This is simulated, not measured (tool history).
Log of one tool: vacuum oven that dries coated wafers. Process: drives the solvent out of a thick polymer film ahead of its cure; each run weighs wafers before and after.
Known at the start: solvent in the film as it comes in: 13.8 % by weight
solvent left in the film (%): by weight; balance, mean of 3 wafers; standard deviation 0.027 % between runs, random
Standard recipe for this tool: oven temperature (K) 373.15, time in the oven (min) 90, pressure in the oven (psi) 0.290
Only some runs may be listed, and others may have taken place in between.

run 1 day=0.000 | oven_temperature_(K)=373.15 time_in_the_oven_(min)=90 pressure_in_the_oven_(psi)=0.290 | solvent_left_in_the_film_(%)=1.99
run 2 day=0.621 | oven_temperature_(K)=373.15 time_in_the_oven_(min)=90 pressure_in_the_oven_(psi)=0.290 | solvent_left_in_the_film_(%)=1.97
run 3 day=0.938 | oven_temperature_(K)=373.15 time_in_the_oven_(min)=90 pressure_in_the_oven_(psi)=0.290 | solvent_left_in_the_film_(%)=2.01
run 4 day=1.229 | oven_temperature_(K)=373.15 time_in_the_oven_(min)=90 pressure_in_the_oven_(psi)=0.290 | solvent_left_in_the_film_(%)=2.00
run 5 day=1.846 | oven_temperature_(K)=373.15 time_in_the_oven_(min)=90 pressure_in_the_oven_(psi)=0.290 | solvent_left_in_the_film_(%)=1.98
run 6 day=2.450 | oven_temperature_(K)=373.15 time_in_the_oven_(min)=90 pressure_in_the_oven_(psi)=0.290 | solvent_left_in_the_film_(%)=2.03
run 7 day=2.883 | oven_temperature_(K)=373.15 time_in_the_oven_(min)=49 pressure_in_the_oven_(psi)=0.290 | solvent_left_in_the_film_(%)=3.89
run 8 day=3.492 | oven_temperature_(K)=373.15 time_in_the_oven_(min)=49 pressure_in_the_oven_(psi)=0.290 | solvent_left_in_the_film_(%)=3.99
run 9 day=4.092 | oven_temperature_(K)=363.15 time_in_the_oven_(min)=59 pressure_in_the_oven_(psi)=0.207 | solvent_left_in_the_film_(%)=5.66
-- day=4.233 oven's thermocouples calibrated
run 10 day=4.496 | oven_temperature_(K)=370.15 time_in_the_oven_(min)=132 pressure_in_the_oven_(psi)=0.486 | solvent_left_in_the_film_(%)=2.50
run 11 day=5.121 | oven_temperature_(K)=370.15 time_in_the_oven_(min)=132 pressure_in_the_oven_(psi)=0.486 | solvent_left_in_the_film_(%)=2.47
run 12 day=5.696 | oven_temperature_(K)=378.15 time_in_the_oven_(min)=71 pressure_in_the_oven_(psi)=0.223 | solvent_left_in_the_film_(%)=1.61
run 13 day=6.379 | oven_temperature_(K)=383.15 time_in_the_oven_(min)=85 pressure_in_the_oven_(psi)=0.286 | solvent_left_in_the_film_(%)=0.92
run 14 day=6.658 | oven_temperature_(K)=383.15 time_in_the_oven_(min)=85 pressure_in_the_oven_(psi)=0.286 | solvent_left_in_the_film_(%)=0.94
-- day=6.821 oven's thermocouples calibrated, once more
run 15 day=7.300 | oven_temperature_(K)=383.15 time_in_the_oven_(min)=85 pressure_in_the_oven_(psi)=0.286 | solvent_left_in_the_film_(%)=0.82
run 16 day=7.608 | oven_temperature_(K)=386.15 time_in_the_oven_(min)=48 pressure_in_the_oven_(psi)=0.254 | solvent_left_in_the_film_(%)=1.17

Predict each of these 4 candidate next runs independently; none follows another, all start after run 16:
run A day=8.075 | oven_temperature_(K)=373.15 time_in_the_oven_(min)=48 pressure_in_the_oven_(psi)=0.254 | solvent_left_in_the_film_(%)=?
run B day=8.075 | oven_temperature_(K)=386.15 time_in_the_oven_(min)=68 pressure_in_the_oven_(psi)=0.254 | solvent_left_in_the_film_(%)=?
run C day=8.075 | oven_temperature_(K)=377.15 time_in_the_oven_(min)=73 pressure_in_the_oven_(psi)=0.254 | solvent_left_in_the_film_(%)=?
run D day=8.075 | oven_temperature_(K)=358.15 time_in_the_oven_(min)=51 pressure_in_the_oven_(psi)=0.290 | solvent_left_in_the_film_(%)=?

run=A solvent_left_in_the_film_(%)=3.66
run=B solvent_left_in_the_film_(%)=0.75
run=C solvent_left_in_the_film_(%)=1.56
run=D solvent_left_in_the_film_(%)=7.37
Without the tool's hidden state the same runs would have given:
run=A solvent_left_in_the_film_(%)=3.71
run=B solvent_left_in_the_film_(%)=0.74
run=C solvent_left_in_the_film_(%)=1.57
run=D solvent_left_in_the_film_(%)=7.40
